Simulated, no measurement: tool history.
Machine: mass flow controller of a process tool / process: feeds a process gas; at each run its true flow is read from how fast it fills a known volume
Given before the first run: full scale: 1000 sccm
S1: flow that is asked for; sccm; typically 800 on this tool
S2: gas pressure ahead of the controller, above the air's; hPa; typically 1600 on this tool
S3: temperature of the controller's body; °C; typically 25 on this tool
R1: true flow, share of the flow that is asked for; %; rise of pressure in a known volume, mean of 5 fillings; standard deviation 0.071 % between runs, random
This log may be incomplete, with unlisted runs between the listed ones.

| run | hour | S1 | S2 | S3 | R1 |
|---|---|---|---|---|---|
| 1 | 0 | 800 | 1600 | 25 | 99.71 |
| 2 | 116.4 | 800 | 1600 | 25 | 99.8 |
| 3 | 210.6 | 800 | 1600 | 25 | 99.94 |
| 4 | 267.6 | 800 | 1600 | 25 | 99.9 |
| 5 | 361.4 | 800 | 1600 | 25 | 100.07 |
| 6 | 478.9 | 800 | 1600 | 25 | 100.17 |
| 7 | 534 | 800 | 1600 | 25 | 100.48 |
| 8 | 584.2 | 800 | 1600 | 25 | 100.31 |
| 9 | 651.3 | 800 | 1600 | 25 | 100.38 |
| 10 | 747.6 | 800 | 1600 | 25 | 100.49 |
| 11 | 808.3 | 800 | 1600 | 25 | 100.55 |
| 12 | 917 | 800 | 1600 | 25 | 100.75 |
| 13 | 966.8 | 800 | 1600 | 25 | 100.72 |
| 14 | 1027.4 | 800 | 1600 | 25 | 100.77 |
| 15 | 1116.1 | 800 | 1810 | 25 | 101.04 |
| 16 | 1177.2 | 583 | 1600 | 25 | 100.81 |
| 17 | 1236.8 | 583 | 1600 | 25 | 101.09 |
| 18 | 1348.5 | 559 | 2060 | 25 | 101.09 |
| 19 | 1407.5 | 559 | 2060 | 25 | 101.14 |
| 20 | 1484.7 | 559 | 2060 | 25 | 101.36 |
| 21 | 1600.3 | 559 | 2060 | 25 | 101.34 |
| 22 | 1703.8 | 559 | 2060 | 25 | 101.48 |
| 23 | 1756.2 | 800 | 1600 | 24 | 101.64 |
| 24 | 1846.9 | 119 | 1880 | 38 | 102.32 |
| 25 | 1963.1 | 119 | 1880 | 38 | 102.46 |
| 26 | 2022.8 | 185 | 1880 | 22 | 101.11 |
| 27 | 2133.4 | 185 | 1960 | 35 | 102.41 |
| 28 | 2215.4 | 185 | 1960 | 35 | 102.54 |
| 29 | 2333.3 | 816 | 2690 | 24 | 102.5 |
| 30 | 2386.4 | 603 | 1840 | 37 | 103.25 |
| 31 | 2499 | 603 | 1840 | 37 | 103.47 |

Alternative continuations, all from the tool just after run 31; predict every row:
| A | 2566.4 | 603 | 2550 | 39 | ? |
| B | 2566.4 | 112 | 1840 | 25 | ? |
| C | 2566.4 | 148 | 1820 | 32 | ? |
| D | 2566.4 | 474 | 2020 | 29 | ? |
| E | 2566.4 | 652 | 1840 | 26 | ? |

| run | R1 |
|---|---|
| A | 103.74 |
| B | 102.05 |
| C | 102.71 |
| D | 102.7 |
| E | 102.62 |
Without the tool's hidden state the same runs would have given:
| run | R1 |
|---|---|
| A | 100.85 |
| B | 99.19 |
| C | 99.84 |
| D | 99.84 |
| E | 99.76 |
